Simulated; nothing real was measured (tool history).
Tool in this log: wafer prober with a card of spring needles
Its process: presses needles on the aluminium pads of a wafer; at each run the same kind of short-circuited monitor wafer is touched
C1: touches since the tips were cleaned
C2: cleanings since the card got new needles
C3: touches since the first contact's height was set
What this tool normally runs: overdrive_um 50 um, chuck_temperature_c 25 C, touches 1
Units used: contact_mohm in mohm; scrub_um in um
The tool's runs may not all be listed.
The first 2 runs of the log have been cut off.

{"hour": 18.9, "done": "tips cleaned on abrasive film"}
{"run": 3, "hour": 28.4, "overdrive_um": 50, "chuck_temperature_c": 25, "touches": 2, "C1": 1478, "C2": 16, "C3": 17367, "contact_mohm": 157, "scrub_um": 13.06}
{"run": 4, "hour": 35.4, "overdrive_um": 50, "chuck_temperature_c": 25, "touches": 2, "C1": 2576, "C2": 16, "C3": 18465, "contact_mohm": 159, "scrub_um": 13.08}
{"run": 5, "hour": 43.5, "overdrive_um": 50, "chuck_temperature_c": 25, "touches": 1, "C1": 3837, "C2": 16, "C3": 19726, "contact_mohm": 158, "scrub_um": 13.16}
{"hour": 52.7, "done": "tips cleaned on abrasive film"}
{"run": 6, "hour": 60.1, "overdrive_um": 50, "chuck_temperature_c": 25, "touches": 1, "C1": 1156, "C2": 17, "C3": 22308, "contact_mohm": 157, "scrub_um": 13.15}
{"run": 7, "hour": 68.2, "overdrive_um": 50, "chuck_temperature_c": 25, "touches": 1, "C1": 2409, "C2": 17, "C3": 23561, "contact_mohm": 160, "scrub_um": 13.12}
{"run": 8, "hour": 75.1, "overdrive_um": 50, "chuck_temperature_c": 86, "touches": 1, "C1": 3482, "C2": 17, "C3": 24634, "contact_mohm": 173, "scrub_um": 13.11}
{"hour": 86.9, "done": "tips cleaned on abrasive film"}
{"run": 9, "hour": 86.9, "overdrive_um": 50, "chuck_temperature_c": 25, "touches": 1, "C1": 0, "C2": 18, "C3": 26460, "contact_mohm": 160, "scrub_um": 13.12}
{"run": 10, "hour": 98.6, "overdrive_um": 50, "chuck_temperature_c": 25, "touches": 1, "C1": 1826, "C2": 18, "C3": 28286, "contact_mohm": 157, "scrub_um": 13.12}
{"run": 11, "hour": 111.6, "overdrive_um": 46, "chuck_temperature_c": 25, "touches": 1, "C1": 3860, "C2": 18, "C3": 30320, "contact_mohm": 162, "scrub_um": 12.13}
{"run": 12, "hour": 118.8, "overdrive_um": 46, "chuck_temperature_c": 25, "touches": 1, "C1": 4990, "C2": 18, "C3": 31450, "contact_mohm": 162, "scrub_um": 12.17}
{"hour": 121.2, "done": "tips cleaned on abrasive film"}
{"run": 13, "hour": 126.7, "overdrive_um": 46, "chuck_temperature_c": 25, "touches": 1, "C1": 858, "C2": 19, "C3": 32660, "contact_mohm": 163, "scrub_um": 12.14}
{"run": 14, "hour": 134.8, "overdrive_um": 46, "chuck_temperature_c": 25, "touches": 1, "C1": 2119, "C2": 19, "C3": 33921, "contact_mohm": 158, "scrub_um": 12.14}
{"run": 15, "hour": 143.1, "overdrive_um": 46, "chuck_temperature_c": 25, "touches": 1, "C1": 3424, "C2": 19, "C3": 35226, "contact_mohm": 159, "scrub_um": 12.17}
{"hour": 155.2, "done": "tips cleaned on abrasive film"}
{"run": 16, "hour": 158.3, "overdrive_um": 50, "chuck_temperature_c": 25, "touches": 1, "C1": 483, "C2": 20, "C3": 37584, "contact_mohm": 156, "scrub_um": 13.14}
{"run": 17, "hour": 169.0, "overdrive_um": 50, "chuck_temperature_c": 25, "touches": 1, "C1": 2140, "C2": 20, "C3": 39241, "contact_mohm": 157, "scrub_um": 13.23}
{"run": 18, "hour": 179.7, "overdrive_um": 50, "chuck_temperature_c": 25, "touches": 1, "C1": 3822, "C2": 20, "C3": 40923, "contact_mohm": 161, "scrub_um": 13.24}
{"hour": 189.4, "done": "tips cleaned on abrasive film"}
{"run": 19, "hour": 192.7, "overdrive_um": 50, "chuck_temperature_c": 43, "touches": 3, "C1": 512, "C2": 21, "C3": 42930, "contact_mohm": 163, "scrub_um": 13.31}
{"run": 20, "hour": 207.1, "overdrive_um": 42, "chuck_temperature_c": 60, "touches": 1, "C1": 2751, "C2": 21, "C3": 45169, "contact_mohm": 170, "scrub_um": 11.14}
{"run": 21, "hour": 214.8, "overdrive_um": 38, "chuck_temperature_c": 60, "touches": 2, "C1": 3961, "C2": 21, "C3": 46379, "contact_mohm": 175, "scrub_um": 10.1}
{"hour": 223.6, "done": "tips cleaned on abrasive film"}
{"run": 22, "hour": 228.0, "overdrive_um": 32, "chuck_temperature_c": 25, "touches": 2, "C1": 692, "C2": 22, "C3": 48421, "contact_mohm": 169, "scrub_um": 8.51}
{"run": 23, "hour": 240.1, "overdrive_um": 35, "chuck_temperature_c": 25, "touches": 2, "C1": 2578, "C2": 22, "C3": 50307, "contact_mohm": 168, "scrub_um": 9.29}
{"run": 24, "hour": 247.5, "overdrive_um": 35, "chuck_temperature_c": 25, "touches": 2, "C1": 3729, "C2": 22, "C3": 51458, "contact_mohm": 169, "scrub_um": 9.34}
{"hour": 257.4, "done": "tips cleaned on abrasive film"}
{"run": 25, "hour": 259.3, "overdrive_um": 39, "chuck_temperature_c": 45, "touches": 2, "C1": 295, "C2": 23, "C3": 53287, "contact_mohm": 173, "scrub_um": 10.39}
{"run": 26, "hour": 268.8, "overdrive_um": 50, "chuck_temperature_c": 85, "touches": 3, "C1": 1786, "C2": 23, "C3": 54778, "contact_mohm": 169, "scrub_um": 13.39}
{"run": 27, "hour": 284.9, "overdrive_um": 50, "chuck_temperature_c": 25, "touches": 1, "C1": 4297, "C2": 23, "C3": 57289, "contact_mohm": 159, "scrub_um": 13.32}

What does the tool deliver on the next run?
{"hour": 291.9, "done": "tips cleaned on abrasive film"}
{"run": 28, "hour": 292.7, "overdrive_um": 50, "chuck_temperature_c": 102, "touches": 1, "C1": 132, "C2": 24, "C3": 58493, "contact_mohm": "?", "scrub_um": "?"}

{"run 28": {"contact_mohm": 172, "scrub_um": 13.39}}
With no hidden state in the tool, this same run would have given contact_mohm 172 mohm, scrub_um 13.06 um.
